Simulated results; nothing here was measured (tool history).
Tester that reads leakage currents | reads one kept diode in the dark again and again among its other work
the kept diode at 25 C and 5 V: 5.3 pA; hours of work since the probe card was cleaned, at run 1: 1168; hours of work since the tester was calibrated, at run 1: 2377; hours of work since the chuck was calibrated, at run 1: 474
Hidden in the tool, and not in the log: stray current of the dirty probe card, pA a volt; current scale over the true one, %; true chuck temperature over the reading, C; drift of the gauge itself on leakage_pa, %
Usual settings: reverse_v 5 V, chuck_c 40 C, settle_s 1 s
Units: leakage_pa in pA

| run | day | reverse_v | chuck_c | settle_s | hours of work since the probe card was cleaned | hours of work since the tester was calibrated | hours of work since the chuck was calibrated | leakage_pa |
|---|---|---|---|---|---|---|---|---|
| 1 | 0 | 5 | 40 | 1 | 1168 | 2377 | 474 | 30.1 |
| 2 | 3.467 | 5 | 40 | 1 | 1221 | 2430 | 526 | 30.88 |
| 3 | 6.167 | 5 | 40 | 5.83 | 1262 | 2471 | 567 | 30.38 |
| 4 | 10.292 | 16.24 | 40 | 5.83 | 1324 | 2533 | 630 | 78.06 |
| 5 | 14.05 | 16.24 | 40 | 5.83 | 1381 | 2591 | 687 | 80.25 |
| 6 | 16.375 | 7.66 | 40 | 5.83 | 1417 | 2626 | 723 | 44.68 |
| 7 | 18.521 | 5 | 53 | 1 | 1449 | 2659 | 755 | 62.3 |
| 8 | 22.496 | 5 | 54 | 1 | 1510 | 2719 | 816 | 66.4 |
| 9 | 25.6 | 5 | 54 | 1 | 1557 | 2766 | 863 | 67.04 |
| 10 | 27.942 | 5 | 54 | 1 | 1593 | 2802 | 898 | 67.57 |
|  | 29.796 | probe card cleaned and baked |
| 11 | 30.171 | 5 | 40 | 7.6 | 6 | 2834 | 930 | 19.15 |
| 12 | 33.475 | 5 | 40 | 7.6 | 56 | 2884 | 981 | 19.54 |
| 13 | 37.579 | 5 | 40 | 7.6 | 118 | 2946 | 1043 | 20.51 |
| 14 | 39.812 | 5 | 40 | 1 | 152 | 2980 | 1077 | 21.36 |
| 15 | 43.35 | 5 | 49 | 1 | 206 | 3034 | 1131 | 40.17 |
| 16 | 45.346 | 5 | 40 | 1 | 236 | 3065 | 1161 | 22.52 |
| 17 | 48.225 | 5 | 40 | 1 | 280 | 3108 | 1205 | 23.08 |
| 18 | 50.292 | 5 | 40 | 1 | 312 | 3140 | 1236 | 23.23 |
| 19 | 53.071 | 15.05 | 23 | 1.07 | 354 | 3182 | 1279 | 22.35 |
| 20 | 56.012 | 3.29 | 22 | 0.61 | 399 | 3227 | 1323 | 7.06 |
|  | 58.742 | chuck's temperature calibrated |
| 21 | 59.7 | 3.8 | 30 | 0.69 | 453 | 3282 | 15 | 10.97 |
| 22 | 63.546 | 2.61 | 35 | 9.4 | 512 | 3340 | 73 | 10.81 |
| 23 | 66.392 | 5 | 36 | 3.59 | 555 | 3383 | 116 | 18.52 |
| 24 | 70.429 | 5 | 36 | 3.59 | 617 | 3445 | 178 | 19.18 |
| 25 | 72.683 | 5 | 23 | 0.51 | 651 | 3479 | 212 | 12.45 |
| 26 | 75.767 | 5 | 23 | 0.51 | 698 | 3526 | 259 | 12.91 |
| 27 | 80.283 | 5 | 23 | 0.51 | 766 | 3595 | 328 | 13.44 |
| 28 | 83.942 | 4.22 | 50 | 5.18 | 822 | 3650 | 383 | 40.45 |
| 29 | 86.158 | 5.57 | 48 | 0.82 | 856 | 3684 | 417 | 44.77 |
| 30 | 89.571 | 1.61 | 22 | 3.43 | 908 | 3736 | 469 | 5.01 |
| 31 | 91.892 | 1.61 | 22 | 3.43 | 943 | 3771 | 504 | 5.06 |
|  | 95.342 | tester calibrated |
| 32 | 96.158 | 1.61 | 22 | 3.43 | 1007 | 12 | 568 | 5.36 |
| 33 | 99.975 | 5 | 20 | 1 | 1065 | 70 | 626 | 14.55 |
| 34 | 103.767 | 3.36 | 35 | 1.6 | 1122 | 128 | 683 | 17.4 |
| 35 | 107.833 | 5 | 40 | 4.51 | 1184 | 190 | 745 | 29.76 |

How the hidden state differs across the entries between the runs, from the last listed run before each to the first after it:
Between runs 10 and 11: probe card cleaned and baked (day 29.796)
  stray current of the dirty probe card, pA a volt: 2.989 -> 0.032; current scale over the true one, %: -0.62 -> -0.63; true chuck temperature over the reading, C: 1.01 -> 1.04
  measured less the result without the state, leakage_pa: +17.96 -> +1.38 pA
Between runs 20 and 21: chuck's temperature calibrated (day 58.742)
  stray current of the dirty probe card, pA a volt: 0.772 -> 0.876; current scale over the true one, %: -0.72 -> -0.74; true chuck temperature over the reading, C: 1.46 -> 0
  measured less the result without the state, leakage_pa: +2.83 -> +3.16 pA
Between runs 31 and 32: tester calibrated (day 95.342)
  stray current of the dirty probe card, pA a volt: 1.774 -> 1.893; current scale over the true one, %: -0.85 -> 0.15; true chuck temperature over the reading, C: 0.51 -> 0.58
  measured less the result without the state, leakage_pa: +2.86 -> +3.13 pA
